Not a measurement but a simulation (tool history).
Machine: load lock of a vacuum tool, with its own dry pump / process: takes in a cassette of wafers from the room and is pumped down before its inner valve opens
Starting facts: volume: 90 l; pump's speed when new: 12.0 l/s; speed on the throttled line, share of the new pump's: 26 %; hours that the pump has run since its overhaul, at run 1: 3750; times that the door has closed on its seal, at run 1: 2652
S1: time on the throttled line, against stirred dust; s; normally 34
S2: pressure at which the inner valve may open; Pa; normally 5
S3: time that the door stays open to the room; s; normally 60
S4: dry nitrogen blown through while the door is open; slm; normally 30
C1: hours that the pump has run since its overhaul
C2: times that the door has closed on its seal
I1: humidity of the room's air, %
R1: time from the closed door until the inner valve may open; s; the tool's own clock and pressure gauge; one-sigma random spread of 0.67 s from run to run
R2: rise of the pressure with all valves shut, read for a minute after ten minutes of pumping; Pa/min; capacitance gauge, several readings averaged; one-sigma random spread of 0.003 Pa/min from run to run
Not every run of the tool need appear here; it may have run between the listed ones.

run 1 day=0 | S1=34 S2=5 S3=60 S4=30 | C1=3750 C2=2652 | I1=45.8 | R1=104.2 R2=0.042
run 2 day=2.417 | S1=34 S2=5 S3=60 S4=30 | C1=3808 C2=2761 | I1=42.3 | R1=104.3 R2=0.04
run 3 day=4.583 | S1=34 S2=5 S3=60 S4=30 | C1=3860 C2=2860 | I1=42.3 | R1=104.9 R2=0.043
run 4 day=8.454 | S1=34 S2=5 S3=60 S4=30 | C1=3953 C2=3036 | I1=49.6 | R1=103.4 R2=0.045
run 5 day=10.312 | S1=34 S2=5 S3=60 S4=30 | C1=3997 C2=3120 | I1=43.7 | R1=104.1 R2=0.047
run 6 day=14.55 | S1=34 S2=5 S3=60 S4=30 | C1=4099 C2=3312 | I1=44.3 | R1=103.2 R2=0.045
run 7 day=16.867 | S1=34 S2=5 S3=60 S4=30 | C1=4155 C2=3418 | I1=47.7 | R1=105 R2=0.043
run 8 day=19.3 | S1=34 S2=5 S3=60 S4=30 | C1=4213 C2=3528 | I1=45.5 | R1=104.4 R2=0.046
run 9 day=22.25 | S1=34 S2=5 S3=60 S4=23 | C1=4284 C2=3662 | I1=42.9 | R1=105.5 R2=0.051
run 10 day=26.45 | S1=49 S2=5 S3=60 S4=30 | C1=4385 C2=3853 | I1=48.6 | R1=115.8 R2=0.056
run 11 day=29.408 | S1=49 S2=5 S3=60 S4=30 | C1=4456 C2=3987 | I1=43.7 | R1=116.4 R2=0.039
run 12 day=32.85 | S1=49 S2=5 S3=48 S4=30 | C1=4538 C2=4143 | I1=43.7 | R1=116.5 R2=0.038
run 13 day=34.721 | S1=49 S2=5 S3=48 S4=30 | C1=4583 C2=4228 | I1=46.7 | R1=115.1 R2=0.043
run 14 day=38.762 | S1=49 S2=5 S3=48 S4=30 | C1=4680 C2=4412 | I1=44.9 | R1=116 R2=0.048
run 15 day=40.725 | S1=49 S2=5 S3=48 S4=30 | C1=4727 C2=4501 | I1=44 | R1=117.2 R2=0.042
run 16 day=43.338 | S1=49 S2=5 S3=48 S4=30 | C1=4790 C2=4619 | I1=45.7 | R1=115.4 R2=0.041
run 17 day=46.408 | S1=49 S2=5 S3=48 S4=20 | C1=4864 C2=4759 | I1=46.5 | R1=117.4 R2=0.053
run 18 day=48.608 | S1=34 S2=5 S3=60 S4=30 | C1=4917 C2=4859 | I1=41.7 | R1=105.8 R2=0.051

Forecast run 19:
run 19 day=50.638 | S1=34 S2=6 S3=60 S4=35 | C1=4965 C2=4951 | I1=48.5 | R1=? R2=?

{"run 19": {"R1": 103.2, "R2": 0.048}}
The same run, on a tool lacking any hidden state, would have yielded R1 97.7 s, R2 0.03 Pa/min.
